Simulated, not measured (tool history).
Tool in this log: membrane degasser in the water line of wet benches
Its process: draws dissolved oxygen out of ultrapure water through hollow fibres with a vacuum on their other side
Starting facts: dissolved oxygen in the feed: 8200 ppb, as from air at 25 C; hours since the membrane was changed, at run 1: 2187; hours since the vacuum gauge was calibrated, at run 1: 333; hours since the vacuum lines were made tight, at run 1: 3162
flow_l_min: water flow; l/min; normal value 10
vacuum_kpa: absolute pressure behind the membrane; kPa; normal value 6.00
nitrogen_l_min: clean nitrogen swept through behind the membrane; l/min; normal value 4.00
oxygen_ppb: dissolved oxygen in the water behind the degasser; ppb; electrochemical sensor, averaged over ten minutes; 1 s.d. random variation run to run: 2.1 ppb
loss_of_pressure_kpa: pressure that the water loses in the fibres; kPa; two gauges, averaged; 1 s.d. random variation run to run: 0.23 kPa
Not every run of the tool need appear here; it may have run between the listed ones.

run	hour	flow_l_min	vacuum_kpa	nitrogen_l_min	hours since the membrane was changed	hours since the vacuum gauge was calibrated	hours since the vacuum lines were made tight	oxygen_ppb	loss_of_pressure_kpa
1	0.0	10	6.00	4.00	2187	333	3162	205.2	57.58
2	182.9	10	6.00	4.00	2370	516	3345	206.1	57.17
3	365.8	10	6.00	4.00	2552	699	3528	210.8	57.16
4	463.1	10	6.00	4.00	2650	796	3625	209.2	56.59
5	609.6	10	6.00	4.00	2796	942	3772	208.6	57.12
6	764.6	10	6.00	4.00	2951	1097	3927	209.0	56.83
7	857.1	10	6.00	4.00	3044	1190	4019	209.2	57.04
8	997.3	10	6.00	4.00	3184	1330	4159	207.4	56.35
9	1099.8	10	6.00	4.00	3286	1433	4262	209.4	57.06
10	1266.2	10	6.00	4.00	3453	1599	4428	208.5	56.31
11	1469.6	10	6.00	4.00	3656	1802	4632	211.0	56.76
12	1612.5	7	6.00	4.00	3799	1945	4774	64.4	39.83
13	1743.2	10	9.48	4.00	3930	2076	4905	228.4	56.44
14	1893.3	10	9.48	4.00	4080	2226	5055	228.0	56.48
15	2104.1	10	6.00	4.00	4291	2437	5266	211.0	56.36
16	2262.6	10	6.00	4.00	4449	2595	5425	212.2	56.49
17	2439.0	10	8.98	3.96	4626	2772	5601	227.7	56.34
18	2588.0	10	7.68	4.63	4775	2921	5750	215.9	56.10
19	2730.4	10	7.95	1.82	4917	3063	5892	252.2	56.41
20	2831.6	10	5.85	8.73	5018	3164	5994	195.4	55.97

What does the tool deliver on the next run?
21	3012.6	10	6.34	4.00	5199	3345	6175	?	?

{"run 21": {"oxygen_ppb": 211.5, "loss_of_pressure_kpa": 55.84}}
With the hidden condition absent and the run-to-run variation left alone, this run would have shown oxygen_ppb 211.2 ppb, loss_of_pressure_kpa 56.91 kPa.

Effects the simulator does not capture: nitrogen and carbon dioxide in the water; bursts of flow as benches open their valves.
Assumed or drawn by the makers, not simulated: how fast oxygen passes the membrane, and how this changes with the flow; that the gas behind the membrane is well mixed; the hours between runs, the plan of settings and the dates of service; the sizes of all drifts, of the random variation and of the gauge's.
